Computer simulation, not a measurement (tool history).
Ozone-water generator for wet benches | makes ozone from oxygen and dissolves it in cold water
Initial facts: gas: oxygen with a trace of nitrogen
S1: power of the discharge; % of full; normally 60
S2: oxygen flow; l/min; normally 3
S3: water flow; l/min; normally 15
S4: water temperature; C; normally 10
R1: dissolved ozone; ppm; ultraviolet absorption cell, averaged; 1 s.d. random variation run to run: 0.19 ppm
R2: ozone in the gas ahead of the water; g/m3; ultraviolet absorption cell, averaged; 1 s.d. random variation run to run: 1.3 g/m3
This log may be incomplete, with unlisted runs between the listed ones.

run 1 hour=0 | S1=60 S2=3 S3=15 S4=10 | R1=26.9 R2=234.1
run 2 hour=68.8 | S1=60 S2=3 S3=15 S4=10 | R1=26.5 R2=232.8
run 3 hour=205.9 | S1=60 S2=3 S3=15 S4=10 | R1=26.5 R2=232
run 4 hour=292.8 | S1=60 S2=3 S3=15 S4=10 | R1=26.8 R2=232.9
run 5 hour=379.6 | S1=60 S2=3 S3=15 S4=10 | R1=26.6 R2=233.8
run 6 hour=463.4 | S1=60 S2=3 S3=15 S4=10 | R1=26.9 R2=230.3
run 7 hour=587.2 | S1=60 S2=3 S3=15 S4=10 | R1=26.2 R2=231.6
run 8 hour=666.5 | S1=60 S2=3 S3=15 S4=11 | R1=26.3 R2=229.7
run 9 hour=794.6 | S1=60 S2=3 S3=15 S4=11 | R1=26.3 R2=231.1
run 10 hour=919.4 | S1=60 S2=3 S3=15 S4=11 | R1=26.3 R2=232.6
run 11 hour=1011.5 | S1=60 S2=3 S3=14 S4=11 | R1=27.8 R2=232.6
run 12 hour=1136.5 | S1=60 S2=3 S3=14 S4=11 | R1=28.1 R2=230.8
run 13 hour=1208.1 | S1=60 S2=3 S3=11 S4=10 | R1=34.3 R2=230.7
run 14 hour=1271.3 | S1=60 S2=3 S3=15 S4=10 | R1=26.7 R2=232.9
run 15 hour=1372 | S1=60 S2=3 S3=15 S4=10 | R1=26.6 R2=232.6
run 16 hour=1499.3 | S1=60 S2=3 S3=15 S4=10 | R1=26.6 R2=232
run 17 hour=1627.6 | S1=60 S2=1.89 S3=10 S4=14 | R1=34 R2=298.9
run 18 hour=1751.3 | S1=48 S2=3 S3=18 S4=10 | R1=19 R2=198.6
run 19 hour=1889 | S1=43 S2=2.46 S3=9 S4=5 | R1=33.4 R2=202.8
run 20 hour=1955 | S1=43 S2=2.46 S3=9 S4=5 | R1=33.5 R2=203.8
run 21 hour=2096.3 | S1=43 S2=2.46 S3=9 S4=7 | R1=32.6 R2=206.3
run 22 hour=2189.9 | S1=43 S2=2.46 S3=9 S4=7 | R1=32.2 R2=204.5
run 23 hour=2292.3 | S1=43 S2=2.46 S3=9 S4=7 | R1=32.8 R2=203.9
run 24 hour=2433.8 | S1=43 S2=2.46 S3=9 S4=7 | R1=32.7 R2=204.9
run 25 hour=2574.3 | S1=61 S2=1.86 S3=13 S4=7 | R1=29.2 R2=303.7
run 26 hour=2659.3 | S1=61 S2=1.86 S3=13 S4=7 | R1=29 R2=306.3
run 27 hour=2803.8 | S1=70 S2=1.86 S3=13 S4=11 | R1=31.7 R2=330.4
run 28 hour=2904.7 | S1=70 S2=1.86 S3=13 S4=11 | R1=30.9 R2=338.9
run 29 hour=3044.2 | S1=47 S2=3.54 S3=15 S4=10 | R1=22.9 R2=176.6
run 30 hour=3107.9 | S1=60 S2=2.58 S3=14 S4=6 | R1=28.9 R2=250.4
run 31 hour=3182.9 | S1=46 S2=2.58 S3=14 S4=7 | R1=23.9 R2=208.8
run 32 hour=3264.2 | S1=41 S2=3.69 S3=10 S4=6 | R1=30.2 R2=159.9

Not shown: 1 entry that the log had between the listed runs. Between which runs, and how does the tool's hidden state differ before and after?
Run 26 -> run 27: water thermometer calibrated (hour 2666.1)
  true water temperature over the reading, C: 0.01 -> 0
